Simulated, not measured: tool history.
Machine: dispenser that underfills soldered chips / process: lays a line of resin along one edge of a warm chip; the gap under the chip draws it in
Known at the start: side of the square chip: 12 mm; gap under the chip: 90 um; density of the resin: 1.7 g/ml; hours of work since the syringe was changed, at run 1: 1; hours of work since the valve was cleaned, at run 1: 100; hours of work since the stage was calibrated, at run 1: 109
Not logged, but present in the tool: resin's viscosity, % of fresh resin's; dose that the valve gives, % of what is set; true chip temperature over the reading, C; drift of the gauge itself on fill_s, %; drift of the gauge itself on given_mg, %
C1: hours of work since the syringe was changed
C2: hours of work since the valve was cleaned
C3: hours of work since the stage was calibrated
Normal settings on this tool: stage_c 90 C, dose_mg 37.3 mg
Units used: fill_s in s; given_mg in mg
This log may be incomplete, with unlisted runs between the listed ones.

{"run": 1, "hour": 0.0, "stage_c": 90, "dose_mg": 37.3, "C1": 1, "C2": 100, "C3": 109, "fill_s": 100.9, "given_mg": 36.13}
{"run": 2, "hour": 3.5, "stage_c": 90, "dose_mg": 34.1, "C1": 4, "C2": 102, "C3": 111, "fill_s": 120.7, "given_mg": 32.85}
{"run": 3, "hour": 8.5, "stage_c": 90, "dose_mg": 34.1, "C1": 8, "C2": 106, "C3": 115, "fill_s": 154.0, "given_mg": 32.87}
{"hour": 12.8, "done": "new syringe of resin"}
{"run": 4, "hour": 14.6, "stage_c": 90, "dose_mg": 34.1, "C1": 1, "C2": 111, "C3": 120, "fill_s": 105.7, "given_mg": 32.78}
{"run": 5, "hour": 18.5, "stage_c": 78, "dose_mg": 37.3, "C1": 5, "C2": 114, "C3": 123, "fill_s": 197.5, "given_mg": 35.6}
{"run": 6, "hour": 21.8, "stage_c": 78, "dose_mg": 37.3, "C1": 7, "C2": 117, "C3": 126, "fill_s": 232.0, "given_mg": 35.55}
{"hour": 26.7, "done": "new syringe of resin"}
{"run": 7, "hour": 26.7, "stage_c": 90, "dose_mg": 37.3, "C1": 0, "C2": 120, "C3": 129, "fill_s": 95.1, "given_mg": 36.05}
{"run": 8, "hour": 31.8, "stage_c": 90, "dose_mg": 34.9, "C1": 4, "C2": 124, "C3": 133, "fill_s": 119.9, "given_mg": 33.57}
{"run": 9, "hour": 36.2, "stage_c": 90, "dose_mg": 34.9, "C1": 8, "C2": 128, "C3": 137, "fill_s": 151.3, "given_mg": 33.42}
{"hour": 40.6, "done": "new syringe of resin"}
{"run": 10, "hour": 40.9, "stage_c": 90, "dose_mg": 34.9, "C1": 0, "C2": 131, "C3": 140, "fill_s": 96.8, "given_mg": 33.21}
{"run": 11, "hour": 44.5, "stage_c": 90, "dose_mg": 34.9, "C1": 3, "C2": 134, "C3": 143, "fill_s": 115.1, "given_mg": 33.35}
{"run": 12, "hour": 49.1, "stage_c": 90, "dose_mg": 40.2, "C1": 7, "C2": 138, "C3": 147, "fill_s": 140.3, "given_mg": 38.54}
{"hour": 54.3, "done": "dispensing valve cleaned and set on the balance"}
{"run": 13, "hour": 54.3, "stage_c": 90, "dose_mg": 40.2, "C1": 10, "C2": 0, "C3": 150, "fill_s": 168.7, "given_mg": 40.19}
{"hour": 55.5, "done": "new syringe of resin"}
{"run": 14, "hour": 59.3, "stage_c": 90, "dose_mg": 40.2, "C1": 3, "C2": 4, "C3": 154, "fill_s": 113.6, "given_mg": 39.94}
{"run": 15, "hour": 64.7, "stage_c": 90, "dose_mg": 34.6, "C1": 7, "C2": 8, "C3": 158, "fill_s": 150.5, "given_mg": 34.41}
{"run": 16, "hour": 68.2, "stage_c": 89, "dose_mg": 37.3, "C1": 10, "C2": 11, "C3": 161, "fill_s": 180.5, "given_mg": 37.18}
{"hour": 69.3, "done": "new syringe of resin"}
{"run": 17, "hour": 73.8, "stage_c": 90, "dose_mg": 44.6, "C1": 4, "C2": 15, "C3": 165, "fill_s": 115.3, "given_mg": 44.52}
{"run": 18, "hour": 77.9, "stage_c": 78, "dose_mg": 34.6, "C1": 7, "C2": 18, "C3": 169, "fill_s": 225.7, "given_mg": 34.12}
{"run": 19, "hour": 82.0, "stage_c": 78, "dose_mg": 34.6, "C1": 10, "C2": 22, "C3": 172, "fill_s": 275.3, "given_mg": 34.03}
{"hour": 83.2, "done": "new syringe of resin"}
{"run": 20, "hour": 87.0, "stage_c": 87, "dose_mg": 38.6, "C1": 3, "C2": 25, "C3": 176, "fill_s": 123.8, "given_mg": 38.03}
{"run": 21, "hour": 92.5, "stage_c": 85, "dose_mg": 45.2, "C1": 7, "C2": 30, "C3": 180, "fill_s": 174.0, "given_mg": 44.85}
{"hour": 97.3, "done": "new syringe of resin"}
{"run": 22, "hour": 97.8, "stage_c": 101, "dose_mg": 36.1, "C1": 0, "C2": 34, "C3": 184, "fill_s": 65.2, "given_mg": 35.63}
{"run": 23, "hour": 103.5, "stage_c": 101, "dose_mg": 36.1, "C1": 5, "C2": 38, "C3": 189, "fill_s": 84.9, "given_mg": 35.79}
{"run": 24, "hour": 108.5, "stage_c": 90, "dose_mg": 36.0, "C1": 9, "C2": 42, "C3": 192, "fill_s": 159.7, "given_mg": 35.35}
{"hour": 111.2, "done": "new syringe of resin"}
{"run": 25, "hour": 111.7, "stage_c": 90, "dose_mg": 36.0, "C1": 0, "C2": 44, "C3": 195, "fill_s": 96.3, "given_mg": 35.57}
{"run": 26, "hour": 114.5, "stage_c": 90, "dose_mg": 36.0, "C1": 3, "C2": 47, "C3": 197, "fill_s": 110.5, "given_mg": 35.59}
{"run": 27, "hour": 118.5, "stage_c": 80, "dose_mg": 47.2, "C1": 6, "C2": 50, "C3": 200, "fill_s": 190.7, "given_mg": 46.47}
{"run": 28, "hour": 122.7, "stage_c": 82, "dose_mg": 46.9, "C1": 9, "C2": 53, "C3": 204, "fill_s": 212.1, "given_mg": 45.83}
{"hour": 125.0, "done": "new syringe of resin"}
{"run": 29, "hour": 127.8, "stage_c": 82, "dose_mg": 46.9, "C1": 2, "C2": 57, "C3": 207, "fill_s": 145.1, "given_mg": 46.18}
{"run": 30, "hour": 133.1, "stage_c": 82, "dose_mg": 46.9, "C1": 6, "C2": 61, "C3": 212, "fill_s": 183.6, "given_mg": 45.52}
{"run": 31, "hour": 136.6, "stage_c": 94, "dose_mg": 32.3, "C1": 9, "C2": 64, "C3": 214, "fill_s": 141.1, "given_mg": 31.41}
{"hour": 138.9, "done": "new syringe of resin"}
{"run": 32, "hour": 139.7, "stage_c": 94, "dose_mg": 32.3, "C1": 1, "C2": 66, "C3": 217, "fill_s": 85.6, "given_mg": 31.65}
{"run": 33, "hour": 142.3, "stage_c": 94, "dose_mg": 32.3, "C1": 3, "C2": 68, "C3": 219, "fill_s": 97.7, "given_mg": 31.59}

Each row is a separate what-if for the run after 33, all from the same tool condition, not one after another. Results?
{"run": "A", "hour": 147.9, "stage_c": 84, "dose_mg": 37.3, "C1": 7, "C2": 73, "C3": 223, "fill_s": "?", "given_mg": "?"}
{"run": "B", "hour": 147.9, "stage_c": 80, "dose_mg": 41.5, "C1": 7, "C2": 73, "C3": 223, "fill_s": "?", "given_mg": "?"}
{"run": "C", "hour": 147.9, "stage_c": 88, "dose_mg": 36.8, "C1": 7, "C2": 73, "C3": 223, "fill_s": "?", "given_mg": "?"}
{"run": "D", "hour": 147.9, "stage_c": 90, "dose_mg": 33.4, "C1": 7, "C2": 73, "C3": 223, "fill_s": "?", "given_mg": "?"}
{"run": "E", "hour": 147.9, "stage_c": 102, "dose_mg": 32.3, "C1": 7, "C2": 73, "C3": 223, "fill_s": "?", "given_mg": "?"}

run=A fill_s=181.1 given_mg=36.60
run=B fill_s=208.5 given_mg=40.56
run=C fill_s=155.0 given_mg=35.80
run=D fill_s=146.2 given_mg=32.58
run=E fill_s=94.9 given_mg=31.48
What these runs would have given with no unlogged condition in the tool:
run=A fill_s=124.1 given_mg=37.58
run=B fill_s=143.3 given_mg=41.64
run=C fill_s=106.1 given_mg=36.76
run=D fill_s=99.7 given_mg=33.45
run=E fill_s=64.7 given_mg=32.32

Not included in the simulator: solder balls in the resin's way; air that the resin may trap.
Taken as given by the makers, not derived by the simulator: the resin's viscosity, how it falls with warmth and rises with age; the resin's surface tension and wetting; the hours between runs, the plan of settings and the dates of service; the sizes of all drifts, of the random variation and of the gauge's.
